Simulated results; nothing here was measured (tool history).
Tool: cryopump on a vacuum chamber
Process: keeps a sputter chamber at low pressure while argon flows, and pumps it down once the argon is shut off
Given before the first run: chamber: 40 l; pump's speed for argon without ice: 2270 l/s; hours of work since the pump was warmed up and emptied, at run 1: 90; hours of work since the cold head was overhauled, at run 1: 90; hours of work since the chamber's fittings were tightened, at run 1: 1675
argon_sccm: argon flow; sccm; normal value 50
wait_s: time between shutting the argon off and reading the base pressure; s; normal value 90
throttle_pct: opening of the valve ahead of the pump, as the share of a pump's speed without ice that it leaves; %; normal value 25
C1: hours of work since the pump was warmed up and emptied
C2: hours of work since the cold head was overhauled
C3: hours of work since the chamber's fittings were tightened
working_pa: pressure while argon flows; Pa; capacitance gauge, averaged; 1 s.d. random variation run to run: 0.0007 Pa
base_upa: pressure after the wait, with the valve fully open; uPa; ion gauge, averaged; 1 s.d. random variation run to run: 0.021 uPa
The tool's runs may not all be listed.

run 1 hour=0 | argon_sccm=50 wait_s=90 throttle_pct=25 | C1=90 C2=90 C3=1675 | working_pa=0.1497 base_upa=1.31
run 2 hour=12.5 | argon_sccm=50 wait_s=90 throttle_pct=25 | C1=99 C2=99 C3=1684 | working_pa=0.1505 base_upa=1.35
run 3 hour=24.1 | argon_sccm=50 wait_s=90 throttle_pct=25 | C1=107 C2=107 C3=1692 | working_pa=0.1493 base_upa=1.38
run 4 hour=41.5 | argon_sccm=26 wait_s=90 throttle_pct=25 | C1=119 C2=119 C3=1704 | working_pa=0.0777 base_upa=1.32
run 5 hour=50.2 | argon_sccm=27 wait_s=90 throttle_pct=25 | C1=125 C2=125 C3=1710 | working_pa=0.0819 base_upa=1.33
run 6 hour=68.6 | argon_sccm=50 wait_s=44 throttle_pct=25 | C1=138 C2=138 C3=1723 | working_pa=0.1497 base_upa=1.61
run 7 hour=80 | argon_sccm=50 wait_s=44 throttle_pct=25 | C1=146 C2=146 C3=1731 | working_pa=0.1516 base_upa=1.64
run 8 hour=92.4 | argon_sccm=50 wait_s=44 throttle_pct=25 | C1=155 C2=155 C3=1740 | working_pa=0.1512 base_upa=1.64
run 9 hour=104.4 | argon_sccm=50 wait_s=44 throttle_pct=25 | C1=163 C2=163 C3=1748 | working_pa=0.1507 base_upa=1.59
run 10 hour=118.9 | argon_sccm=50 wait_s=44 throttle_pct=25 | C1=173 C2=173 C3=1758 | working_pa=0.1498 base_upa=1.7
run 11 hour=129.8 | argon_sccm=50 wait_s=44 throttle_pct=16 | C1=181 C2=181 C3=1766 | working_pa=0.2348 base_upa=1.7
run 12 hour=138.1 | argon_sccm=50 wait_s=90 throttle_pct=35 | C1=186 C2=186 C3=1771 | working_pa=0.1077 base_upa=1.37
run 13 hour=148.9 | argon_sccm=50 wait_s=90 throttle_pct=35 | C1=194 C2=194 C3=1779 | working_pa=0.1089 base_upa=1.38
run 14 hour=165.1 | argon_sccm=50 wait_s=90 throttle_pct=35 | C1=205 C2=205 C3=1790 | working_pa=0.1085 base_upa=1.31
run 15 hour=182.1 | argon_sccm=50 wait_s=90 throttle_pct=30 | C1=217 C2=217 C3=1802 | working_pa=0.1264 base_upa=1.38
run 16 hour=200.6 | argon_sccm=50 wait_s=90 throttle_pct=30 | C1=230 C2=230 C3=1815 | working_pa=0.1265 base_upa=1.41
run 17 hour=209.6 | argon_sccm=50 wait_s=225 throttle_pct=30 | C1=236 C2=236 C3=1821 | working_pa=0.1262 base_upa=1.26
run 18 hour=223.9 | argon_sccm=50 wait_s=123 throttle_pct=25 | C1=246 C2=246 C3=1831 | working_pa=0.1513 base_upa=1.29
run 19 hour=232.4 | argon_sccm=50 wait_s=123 throttle_pct=25 | C1=252 C2=252 C3=1837 | working_pa=0.1516 base_upa=1.31
run 20 hour=240.9 | argon_sccm=50 wait_s=123 throttle_pct=25 | C1=258 C2=258 C3=1843 | working_pa=0.1512 base_upa=1.36
run 21 hour=250.5 | argon_sccm=50 wait_s=20 throttle_pct=25 | C1=265 C2=265 C3=1850 | working_pa=0.1525 base_upa=2.48
run 22 hour=259 | argon_sccm=50 wait_s=20 throttle_pct=25 | C1=271 C2=271 C3=1856 | working_pa=0.1513 base_upa=2.46

Expected results for the next run?
run 23 hour=271.6 | argon_sccm=38 wait_s=28 throttle_pct=39 | C1=279 C2=279 C3=1864 | working_pa=? base_upa=?

Run 23 came out at working_pa 0.0743 Pa, base_upa 2.07 uPa.
Were there no unlogged condition in the tool, this run, its random variation unchanged, would have produced working_pa 0.0724 Pa, base_upa 1.04 uPa.
